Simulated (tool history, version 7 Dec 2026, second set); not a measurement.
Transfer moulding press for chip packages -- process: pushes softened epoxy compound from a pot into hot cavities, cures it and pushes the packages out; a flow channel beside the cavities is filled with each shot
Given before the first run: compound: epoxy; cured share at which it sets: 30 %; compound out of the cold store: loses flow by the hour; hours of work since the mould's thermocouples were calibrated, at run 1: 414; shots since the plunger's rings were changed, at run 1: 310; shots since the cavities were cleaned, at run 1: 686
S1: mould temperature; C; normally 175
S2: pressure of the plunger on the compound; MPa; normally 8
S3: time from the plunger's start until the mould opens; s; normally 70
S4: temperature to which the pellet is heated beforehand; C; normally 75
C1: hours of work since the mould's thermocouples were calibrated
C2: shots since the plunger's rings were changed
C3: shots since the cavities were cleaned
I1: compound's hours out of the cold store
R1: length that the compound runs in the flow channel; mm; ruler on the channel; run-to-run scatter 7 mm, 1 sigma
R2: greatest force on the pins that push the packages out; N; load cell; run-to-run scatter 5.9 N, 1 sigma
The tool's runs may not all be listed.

| run | hour | S1 | S2 | S3 | S4 | C1 | C2 | C3 | I1 | R1 | R2 |
|---|---|---|---|---|---|---|---|---|---|---|---|
| 1 | 0.0 | 175 | 8 | 70 | 75 | 414 | 310 | 686 | 36.1 | 920 | 306 |
|  | 6.9 | cavities cleaned with cleaning compound and waxed |
| 2 | 13.5 | 175 | 8 | 70 | 75 | 422 | 486 | 97 | 30.2 | 965 | 234 |
| 3 | 27.1 | 175 | 8 | 70 | 75 | 431 | 685 | 296 | 31.3 | 943 | 259 |
| 4 | 43.6 | 169 | 8 | 70 | 75 | 442 | 928 | 539 | 30.3 | 983 | 464 |
| 5 | 53.6 | 169 | 8 | 70 | 75 | 449 | 1074 | 685 | 36.7 | 945 | 457 |
|  | 59.9 | cavities cleaned with cleaning compound and waxed |
| 6 | 63.5 | 177 | 8 | 70 | 75 | 455 | 1198 | 53 | 37.6 | 892 | 207 |
| 7 | 77.9 | 177 | 8 | 70 | 75 | 464 | 1409 | 264 | 26.3 | 934 | 245 |
| 8 | 91.4 | 177 | 8 | 70 | 75 | 473 | 1606 | 461 | 16.7 | 987 | 276 |
| 9 | 105.7 | 177 | 8 | 70 | 75 | 483 | 1817 | 672 | 41.0 | 878 | 270 |
|  | 113.5 | cavities cleaned with cleaning compound and waxed |
| 10 | 122.6 | 180 | 8 | 70 | 75 | 493 | 2042 | 132 | 16.5 | 951 | 202 |
| 11 | 130.1 | 180 | 8 | 70 | 75 | 498 | 2153 | 243 | 22.3 | 928 | 226 |
| 12 | 143.3 | 175 | 8 | 70 | 77 | 507 | 2346 | 436 | 46.7 | 847 | 278 |
| 13 | 153.4 | 175 | 8 | 70 | 77 | 514 | 2495 | 585 | 24.8 | 940 | 303 |
| 14 | 164.3 | 175 | 8 | 70 | 77 | 521 | 2654 | 744 | 16.2 | 957 | 318 |

What does the tool deliver on the next run?
|  | 167.2 | cavities cleaned with cleaning compound and waxed |
| 15 | 177.4 | 178 | 8 | 61 | 77 | 529 | 2824 | 149 | 13.3 | ? | ? |

R1: 952 mm
R2: 287 N
Without the tool's hidden state the same run would have given R1 1014 mm, R2 264 N.
